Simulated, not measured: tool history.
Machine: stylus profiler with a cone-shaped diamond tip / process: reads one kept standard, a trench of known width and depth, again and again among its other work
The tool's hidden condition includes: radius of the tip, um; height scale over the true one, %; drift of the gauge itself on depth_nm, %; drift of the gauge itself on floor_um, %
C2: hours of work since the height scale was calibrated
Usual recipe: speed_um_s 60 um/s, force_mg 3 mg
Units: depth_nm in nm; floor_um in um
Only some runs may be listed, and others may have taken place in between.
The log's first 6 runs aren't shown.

Run 7, hour 113.2: usual settings but force_mg 1.69 mg; scans with this tip 3804; C2 538. Result: depth_nm 100.31 nm, floor_um 48.16 um.
Run 8, hour 132.7: usual settings but force_mg 2.79 mg; scans with this tip 3905; C2 552. Result: depth_nm 100.53 nm, floor_um 48.23 um.
Run 9, hour 152.8: usual settings but force_mg 2.79 mg; scans with this tip 4010; C2 567. Result: depth_nm 100.57 nm, floor_um 48.26 um.
Run 10, hour 168.7: usual settings but force_mg 2.79 mg; scans with this tip 4092; C2 578. Result: depth_nm 100.57 nm, floor_um 48.2 um.
Run 11, hour 182.6: usual settings but force_mg 2.79 mg; scans with this tip 4165; C2 589. Result: depth_nm 100.57 nm, floor_um 48.23 um.
Run 12, hour 207.9: usual settings but force_mg 2.79 mg; scans with this tip 4296; C2 607. Result: depth_nm 100.55 nm, floor_um 48.26 um.
Run 13, hour 230.9: usual settings but speed_um_s 18 um/s; scans with this tip 4415; C2 624. Result: depth_nm 100.53 nm, floor_um 48.39 um.
Run 14, hour 241.4: usual settings; scans with this tip 4470; C2 632. Result: depth_nm 100.57 nm, floor_um 48.2 um.
At hour 243.2: height scale calibrated on a step standard.
Run 15, hour 262.1: usual settings but speed_um_s 56 um/s; scans with this tip 4575; C2 14. Result: depth_nm 100.47 nm, floor_um 48.26 um.
Run 16, hour 272.7: usual settings but speed_um_s 56 um/s, force_mg 5.07 mg; scans with this tip 4630; C2 22. Result: depth_nm 100.83 nm, floor_um 48.32 um.
Run 17, hour 294.5: usual settings but speed_um_s 24 um/s, force_mg 3.91 mg; scans with this tip 4743; C2 38. Result: depth_nm 100.64 nm, floor_um 48.38 um.
Run 18, hour 305.8: usual settings but speed_um_s 15 um/s, force_mg 1.48 mg; scans with this tip 4802; C2 46. Result: depth_nm 100.21 nm, floor_um 48.37 um.
Run 19, hour 316.2: usual settings but speed_um_s 15 um/s, force_mg 1.48 mg; scans with this tip 4856; C2 54. Result: depth_nm 100.24 nm, floor_um 48.4 um.
Run 20, hour 336.1: usual settings but speed_um_s 43 um/s; scans with this tip 4959; C2 68. Result: depth_nm 100.49 nm, floor_um 48.34 um.
Run 21, hour 352.4: usual settings but speed_um_s 163 um/s, force_mg 8.33 mg; scans with this tip 5044; C2 80. Result: depth_nm 101.27 nm, floor_um 48.07 um.
Run 22, hour 366.4: usual settings but speed_um_s 16 um/s, force_mg 5.11 mg; scans with this tip 5116; C2 90. Result: depth_nm 100.77 nm, floor_um 48.43 um.
Run 23, hour 388.8: usual settings but speed_um_s 16 um/s, force_mg 5.11 mg; scans with this tip 5233; C2 107. Result: depth_nm 100.79 nm, floor_um 48.46 um.
At hour 398.7: height scale calibrated on a step standard, once more.
Run 24, hour 411.9: usual settings but speed_um_s 57 um/s, force_mg 2.89 mg; scans with this tip 5351; C2 10. Result: depth_nm 100.75 nm, floor_um 48.22 um.
Run 25, hour 436.6: usual settings but speed_um_s 18 um/s, force_mg 4.35 mg; scans with this tip 5479; C2 28. Result: depth_nm 100.98 nm, floor_um 48.49 um.
Run 26, hour 462.2: usual settings but speed_um_s 68 um/s, force_mg 1.11 mg; scans with this tip 5612; C2 47. Result: depth_nm 100.31 nm, floor_um 47.95 um.
Run 27, hour 479.1: usual settings but speed_um_s 76 um/s, force_mg 1.11 mg; scans with this tip 5700; C2 59. Result: depth_nm 100.35 nm, floor_um 47.9 um.
Run 28, hour 501.4: usual settings but speed_um_s 38 um/s, force_mg 3.25 mg; scans with this tip 5815; C2 75. Result: depth_nm 100.77 nm, floor_um 48.33 um.
Run 29, hour 526.1: usual settings but speed_um_s 125 um/s, force_mg 6.46 mg; scans with this tip 5944; C2 94. Result: depth_nm 101.27 nm, floor_um 48.03 um.
Run 30, hour 544.9: usual settings but speed_um_s 30 um/s, force_mg 8.23 mg; scans with this tip 6041; C2 107. Result: depth_nm 101.5 nm, floor_um 48.39 um.

Predict the results of run 31:
Run 31, hour 560.7: usual settings but speed_um_s 16 um/s, force_mg 2.77 mg; scans with this tip 6123; C2 119. Result: depth_nm ?, floor_um ?.

{"run 31": {"depth_nm": 100.72, "floor_um": 48.39}}
Take away the tool's hidden state, keep the run-to-run variation as it was, and the same run would have given depth_nm 100.77 nm, floor_um 48.49 um.
